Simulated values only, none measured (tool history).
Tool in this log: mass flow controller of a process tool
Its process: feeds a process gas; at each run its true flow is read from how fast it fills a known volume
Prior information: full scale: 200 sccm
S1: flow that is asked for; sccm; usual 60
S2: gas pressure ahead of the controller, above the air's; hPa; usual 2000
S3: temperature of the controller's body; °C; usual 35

run 1 day=0.000 | S1=60 S2=2000 S3=35 | true_flow_(%)=98.00
run 2 day=3.958 | S1=60 S2=2000 S3=35 | true_flow_(%)=97.67
run 3 day=8.479 | S1=60 S2=2000 S3=35 | true_flow_(%)=97.59
run 4 day=12.275 | S1=60 S2=1930 S3=35 | true_flow_(%)=97.53
run 5 day=14.183 | S1=60 S2=2000 S3=35 | true_flow_(%)=97.52
run 6 day=16.500 | S1=60 S2=2000 S3=35 | true_flow_(%)=97.49
run 7 day=18.875 | S1=60 S2=2000 S3=35 | true_flow_(%)=97.45
run 8 day=21.000 | S1=60 S2=2000 S3=35 | true_flow_(%)=97.43
run 9 day=23.338 | S1=60 S2=1690 S3=35 | true_flow_(%)=97.30
run 10 day=27.688 | S1=60 S2=2000 S3=35 | true_flow_(%)=97.13
run 11 day=30.446 | S1=60 S2=2000 S3=35 | true_flow_(%)=97.12

For run 12, what comes out?
run 12 day=33.575 | S1=60 S2=2000 S3=29 | true_flow_(%)=?

Run 12 measured true flow (%) 97.44.
With no hidden state in the tool, this same run would have given true flow (%) 98.34.

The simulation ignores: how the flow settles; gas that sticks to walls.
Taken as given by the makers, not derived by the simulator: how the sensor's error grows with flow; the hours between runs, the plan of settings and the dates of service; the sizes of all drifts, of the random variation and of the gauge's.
